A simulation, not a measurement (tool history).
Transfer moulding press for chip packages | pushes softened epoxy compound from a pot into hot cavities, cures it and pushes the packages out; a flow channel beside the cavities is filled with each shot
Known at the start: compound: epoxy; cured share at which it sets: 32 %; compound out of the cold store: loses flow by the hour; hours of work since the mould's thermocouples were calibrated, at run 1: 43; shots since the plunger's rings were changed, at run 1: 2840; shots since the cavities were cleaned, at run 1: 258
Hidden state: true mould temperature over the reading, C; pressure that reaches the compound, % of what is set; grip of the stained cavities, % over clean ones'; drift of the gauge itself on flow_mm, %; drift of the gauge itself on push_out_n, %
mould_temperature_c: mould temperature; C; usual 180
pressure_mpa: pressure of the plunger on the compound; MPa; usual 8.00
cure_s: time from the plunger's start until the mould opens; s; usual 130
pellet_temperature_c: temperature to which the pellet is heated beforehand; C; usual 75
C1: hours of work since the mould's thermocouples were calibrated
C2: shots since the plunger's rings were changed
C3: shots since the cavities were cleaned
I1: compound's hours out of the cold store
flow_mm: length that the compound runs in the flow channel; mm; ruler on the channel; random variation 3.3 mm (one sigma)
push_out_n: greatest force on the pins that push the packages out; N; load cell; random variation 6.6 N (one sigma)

{"run": 1, "hour": 0.0, "mould_temperature_c": 180, "pressure_mpa": 8.0, "cure_s": 130, "pellet_temperature_c": 75, "C1": 43, "C2": 2840, "C3": 258, "I1": 24.6, "flow_mm": 651, "push_out_n": 340}
{"run": 2, "hour": 12.8, "mould_temperature_c": 180, "pressure_mpa": 8.0, "cure_s": 130, "pellet_temperature_c": 75, "C1": 50, "C2": 2935, "C3": 353, "I1": 24.8, "flow_mm": 648, "push_out_n": 350}
{"run": 3, "hour": 22.5, "mould_temperature_c": 180, "pressure_mpa": 6.95, "cure_s": 130, "pellet_temperature_c": 75, "C1": 55, "C2": 3007, "C3": 425, "I1": 27.3, "flow_mm": 603, "push_out_n": 363}
{"run": 4, "hour": 37.3, "mould_temperature_c": 180, "pressure_mpa": 8.0, "cure_s": 130, "pellet_temperature_c": 75, "C1": 63, "C2": 3117, "C3": 535, "I1": 22.7, "flow_mm": 651, "push_out_n": 389}
{"hour": 41.8, "done": "cavities cleaned with cleaning compound and waxed"}
{"run": 5, "hour": 54.0, "mould_temperature_c": 180, "pressure_mpa": 8.0, "cure_s": 130, "pellet_temperature_c": 75, "C1": 72, "C2": 3229, "C3": 90, "I1": 34.1, "flow_mm": 633, "push_out_n": 294}
{"run": 6, "hour": 67.4, "mould_temperature_c": 180, "pressure_mpa": 8.0, "cure_s": 130, "pellet_temperature_c": 75, "C1": 79, "C2": 3329, "C3": 190, "I1": 33.4, "flow_mm": 638, "push_out_n": 319}
{"run": 7, "hour": 83.2, "mould_temperature_c": 180, "pressure_mpa": 8.0, "cure_s": 130, "pellet_temperature_c": 75, "C1": 88, "C2": 3445, "C3": 306, "I1": 16.1, "flow_mm": 654, "push_out_n": 350}
{"run": 8, "hour": 93.5, "mould_temperature_c": 180, "pressure_mpa": 8.0, "cure_s": 130, "pellet_temperature_c": 75, "C1": 93, "C2": 3522, "C3": 383, "I1": 44.6, "flow_mm": 620, "push_out_n": 368}
{"run": 9, "hour": 109.4, "mould_temperature_c": 180, "pressure_mpa": 8.0, "cure_s": 130, "pellet_temperature_c": 75, "C1": 102, "C2": 3640, "C3": 501, "I1": 9.2, "flow_mm": 659, "push_out_n": 392}
{"hour": 118.3, "done": "cavities cleaned with cleaning compound and waxed"}
{"run": 10, "hour": 120.7, "mould_temperature_c": 180, "pressure_mpa": 8.0, "cure_s": 130, "pellet_temperature_c": 75, "C1": 107, "C2": 3712, "C3": 17, "I1": 17.7, "flow_mm": 647, "push_out_n": 276}
{"run": 11, "hour": 135.8, "mould_temperature_c": 180, "pressure_mpa": 8.0, "cure_s": 130, "pellet_temperature_c": 75, "C1": 115, "C2": 3825, "C3": 130, "I1": 33.1, "flow_mm": 626, "push_out_n": 313}
{"run": 12, "hour": 149.2, "mould_temperature_c": 180, "pressure_mpa": 8.0, "cure_s": 130, "pellet_temperature_c": 75, "C1": 123, "C2": 3924, "C3": 229, "I1": 17.8, "flow_mm": 649, "push_out_n": 309}
{"run": 13, "hour": 165.7, "mould_temperature_c": 180, "pressure_mpa": 8.0, "cure_s": 130, "pellet_temperature_c": 75, "C1": 132, "C2": 4046, "C3": 351, "I1": 27.6, "flow_mm": 635, "push_out_n": 349}
{"hour": 173.0, "done": "plunger's sealing rings changed"}
{"run": 14, "hour": 185.4, "mould_temperature_c": 180, "pressure_mpa": 8.0, "cure_s": 130, "pellet_temperature_c": 75, "C1": 141, "C2": 92, "C3": 479, "I1": 18.7, "flow_mm": 684, "push_out_n": 376}
{"hour": 197.6, "done": "cavities cleaned with cleaning compound and waxed"}
{"run": 15, "hour": 203.2, "mould_temperature_c": 187, "pressure_mpa": 8.0, "cure_s": 161, "pellet_temperature_c": 75, "C1": 150, "C2": 213, "C3": 42, "I1": 14.4, "flow_mm": 675, "push_out_n": 241}
{"run": 16, "hour": 216.8, "mould_temperature_c": 187, "pressure_mpa": 8.0, "cure_s": 161, "pellet_temperature_c": 75, "C1": 157, "C2": 313, "C3": 142, "I1": 22.7, "flow_mm": 653, "push_out_n": 276}
{"run": 17, "hour": 226.4, "mould_temperature_c": 187, "pressure_mpa": 8.0, "cure_s": 123, "pellet_temperature_c": 79, "C1": 163, "C2": 385, "C3": 214, "I1": 47.6, "flow_mm": 622, "push_out_n": 306}
{"run": 18, "hour": 242.5, "mould_temperature_c": 183, "pressure_mpa": 8.0, "cure_s": 130, "pellet_temperature_c": 75, "C1": 171, "C2": 504, "C3": 333, "I1": 44.7, "flow_mm": 633, "push_out_n": 330}
{"run": 19, "hour": 255.3, "mould_temperature_c": 183, "pressure_mpa": 8.0, "cure_s": 147, "pellet_temperature_c": 74, "C1": 178, "C2": 598, "C3": 427, "I1": 12.0, "flow_mm": 685, "push_out_n": 347}
{"hour": 274.5, "done": "cavities cleaned with cleaning compound and waxed"}
{"run": 20, "hour": 274.8, "mould_temperature_c": 183, "pressure_mpa": 8.0, "cure_s": 147, "pellet_temperature_c": 74, "C1": 188, "C2": 732, "C3": 2, "I1": 28.3, "flow_mm": 656, "push_out_n": 247}
{"run": 21, "hour": 283.5, "mould_temperature_c": 183, "pressure_mpa": 8.0, "cure_s": 147, "pellet_temperature_c": 74, "C1": 193, "C2": 797, "C3": 67, "I1": 32.4, "flow_mm": 652, "push_out_n": 263}
{"run": 22, "hour": 300.4, "mould_temperature_c": 179, "pressure_mpa": 8.0, "cure_s": 130, "pellet_temperature_c": 80, "C1": 202, "C2": 922, "C3": 192, "I1": 9.7, "flow_mm": 693, "push_out_n": 339}
{"run": 23, "hour": 318.6, "mould_temperature_c": 179, "pressure_mpa": 8.0, "cure_s": 130, "pellet_temperature_c": 80, "C1": 212, "C2": 1057, "C3": 327, "I1": 27.8, "flow_mm": 665, "push_out_n": 365}
{"run": 24, "hour": 336.7, "mould_temperature_c": 179, "pressure_mpa": 8.0, "cure_s": 130, "pellet_temperature_c": 80, "C1": 222, "C2": 1191, "C3": 461, "I1": 12.4, "flow_mm": 685, "push_out_n": 386}
{"run": 25, "hour": 346.9, "mould_temperature_c": 182, "pressure_mpa": 6.71, "cure_s": 139, "pellet_temperature_c": 72, "C1": 227, "C2": 1267, "C3": 537, "I1": 20.9, "flow_mm": 611, "push_out_n": 353}
{"hour": 350.6, "done": "cavities cleaned with cleaning compound and waxed"}
{"run": 26, "hour": 357.0, "mould_temperature_c": 182, "pressure_mpa": 6.71, "cure_s": 139, "pellet_temperature_c": 72, "C1": 232, "C2": 1331, "C3": 48, "I1": 28.8, "flow_mm": 599, "push_out_n": 249}
{"run": 27, "hour": 373.0, "mould_temperature_c": 182, "pressure_mpa": 6.71, "cure_s": 139, "pellet_temperature_c": 72, "C1": 241, "C2": 1449, "C3": 166, "I1": 43.0, "flow_mm": 582, "push_out_n": 299}
{"run": 28, "hour": 383.0, "mould_temperature_c": 182, "pressure_mpa": 6.71, "cure_s": 139, "pellet_temperature_c": 79, "C1": 246, "C2": 1524, "C3": 241, "I1": 30.2, "flow_mm": 596, "push_out_n": 305}

Hidden state at the last listed run before each entry between runs and at the first one after, where it differs:
Between runs 4 and 5: cavities cleaned with cleaning compound and waxed (hour 41.8)
  true mould temperature over the reading, C: -0.08 -> -0.1; pressure that reaches the compound, % of what is set: 90.72 -> 90.38; grip of the stained cavities, % over clean ones': 47.4 -> 12.3
  measured less the result without the state, flow_mm: -32 -> -32 mm; push_out_n: +126 -> +33 N
Between runs 9 and 10: cavities cleaned with cleaning compound and waxed (hour 118.3)
  true mould temperature over the reading, C: -0.18 -> -0.19; pressure that reaches the compound, % of what is set: 89.15 -> 88.97; grip of the stained cavities, % over clean ones': 49 -> 3
  measured less the result without the state, flow_mm: -39 -> -38 mm; push_out_n: +129 -> +9 N
Between runs 13 and 14: plunger's sealing rings changed (hour 173.0)
  true mould temperature over the reading, C: -0.25 -> -0.28; pressure that reaches the compound, % of what is set: 87.98 -> 99.3; grip of the stained cavities, % over clean ones': 36.7 -> 46.6
  measured less the result without the state, flow_mm: -42 -> -2 mm; push_out_n: +97 -> +122 N
Between runs 14 and 15: cavities cleaned with cleaning compound and waxed (hour 197.6)
  true mould temperature over the reading, C: -0.28 -> -0.3; pressure that reaches the compound, % of what is set: 99.3 -> 98.98; grip of the stained cavities, % over clean ones': 46.6 -> 4.8
  measured less the result without the state, flow_mm: -2 -> -2 mm; push_out_n: +122 -> +11 N
Between runs 19 and 20: cavities cleaned with cleaning compound and waxed (hour 274.5)
  true mould temperature over the reading, C: -0.37 -> -0.4; pressure that reaches the compound, % of what is set: 97.82 -> 97.46; grip of the stained cavities, % over clean ones': 41.3 -> 2.2
  measured less the result without the state, flow_mm: -6 -> -8 mm; push_out_n: +99 -> +6 N
Between runs 25 and 26: cavities cleaned with cleaning compound and waxed (hour 350.6)
  true mould temperature over the reading, C: -0.49 -> -0.5; pressure that reaches the compound, % of what is set: 95.97 -> 95.8; grip of the stained cavities, % over clean ones': 50.1 -> 5.7
  measured less the result without the state, flow_mm: -11 -> -11 mm; push_out_n: +118 -> +15 N

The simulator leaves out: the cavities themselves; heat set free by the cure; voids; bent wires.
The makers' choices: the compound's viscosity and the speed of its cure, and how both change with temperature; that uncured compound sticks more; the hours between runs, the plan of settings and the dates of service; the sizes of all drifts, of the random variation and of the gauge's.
